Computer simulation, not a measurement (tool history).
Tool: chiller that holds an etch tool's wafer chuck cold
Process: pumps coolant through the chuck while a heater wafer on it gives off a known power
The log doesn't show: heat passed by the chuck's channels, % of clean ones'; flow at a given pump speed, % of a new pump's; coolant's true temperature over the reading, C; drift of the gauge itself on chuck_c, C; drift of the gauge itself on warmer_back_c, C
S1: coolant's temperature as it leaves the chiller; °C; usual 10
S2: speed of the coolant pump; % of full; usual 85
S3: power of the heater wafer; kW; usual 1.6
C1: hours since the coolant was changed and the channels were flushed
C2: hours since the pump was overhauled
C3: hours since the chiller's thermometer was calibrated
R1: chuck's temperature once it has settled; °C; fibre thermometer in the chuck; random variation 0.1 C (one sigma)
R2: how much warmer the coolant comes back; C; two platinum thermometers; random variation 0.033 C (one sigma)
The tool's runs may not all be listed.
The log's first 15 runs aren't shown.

run   hour  S1  S2     S3    C1    C2    C3    R1    R2
 16  430.8  10  85    1.6  5877  1320  1157  22.7  4.42
 17  465.9  10  85    1.6  5912  1355  1192  22.9  4.38
 18  482.3  10  85    1.6  5928  1372  1208  22.8  4.35
     505.4  -- gauge calibrated
 19  515.5  10  85    1.6  5961  1405  1242  22.9  4.78
 20    541   1  96  2.334  5987  1430  1267  17.8  6.03
 21  563.9   4  96  2.334  6010  1453  1290  20.8  6.04
 22  595.5   4  96  2.334  6041  1485  1322  20.7  6.11
 23  625.2  14  62  0.822  6071  1515  1351    23  3.36
 24  651.7  14  62  0.822  6097  1541  1378  22.9  3.37
 25  674.9  14  62  0.822  6121  1564  1401  22.9  3.28
 26  698.6  14  62  0.822  6144  1588  1425  22.9  3.28
 27  735.5  14  62  0.822  6181  1625  1462  22.8  3.24
 28  770.2  16  90  0.822  6216  1660  1496  22.2  2.05
 29  791.6  16  90  0.822  6237  1681  1518  22.2  2.03
 30  824.6  16  74  1.442  6270  1714  1551  29.2  4.71
 31  860.6  10  85  1.208  6306  1750  1587  19.6  3.26

5 ways to go on from here, each from the tool as it stands after run 31. What would each give?
     875.1  -- gauge calibrated
  A  895.8  10  70  1.208  6342  1785  1622   ?   ?
     875.1  -- gauge calibrated
  B  895.8  10  82    1.6  6342  1785  1622   ?   ?
     875.1  -- gauge calibrated
  C  895.8  14  85  1.208  6342  1785  1622   ?   ?
     875.1  -- gauge calibrated
  D  895.8  12  86  1.725  6342  1785  1622   ?   ?
     875.1  -- gauge calibrated
  E  895.8  10  85  0.908  6342  1785  1622   ?   ?

run    R1    R2
  A  21.7  4.44
  B  23.2  4.95
  C  23.6  3.54
  D  25.8  5.04
  E  17.4  2.68
Without the tool's hidden state the same runs would have given:
run    R1    R2
  A  21.6  4.46
  B  23.2  4.97
  C  23.6  3.56
  D  25.8  5.06
  E  17.4  2.69
